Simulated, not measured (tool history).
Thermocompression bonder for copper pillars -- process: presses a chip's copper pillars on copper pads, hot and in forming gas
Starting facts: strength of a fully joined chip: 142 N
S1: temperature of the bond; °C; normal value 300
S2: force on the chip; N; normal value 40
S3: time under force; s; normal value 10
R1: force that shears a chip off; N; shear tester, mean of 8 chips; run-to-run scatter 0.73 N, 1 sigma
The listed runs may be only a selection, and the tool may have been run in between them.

run     day   S1  S2  S3     R1
  1       0  300  40  10   90.4
  2   0.704  300  40  10   89.1
  3   1.358  322  40  10  106.7
  4   2.283  322  40  10  104.1
  5     2.7  300  40  10     90
  6    3.25  325  40  10  106.2
  7   4.038  325  40  10  106.5
  8   4.529  325  40  10  106.3
  9    5.05  300  40  10   89.9
 10   5.967  300  40  10   90.1
 11   6.704  325  40  10  103.5
 12    7.55  325  40  10  105.9
 13   8.467  314  32  10   82.9
 14   8.967  314  32  10     83
 15   9.775  300  40   6   75.5
 16  10.362  286  25  10   46.8
 17  11.158  300  40  22  106.6
 18  11.658  295  59   9  109.5
 19  12.446  295  59  10  110.5
 20  12.838  300  29  10   64.6
 21  13.525  300  46  18    109
 22  14.454  300  37  12   86.4

Forecast run 23:
 23  15.021  297  27  10   ?

{"run 23": {"R1": 58}}
The same run, on a tool lacking any hidden state, would have yielded R1 61.3 N.
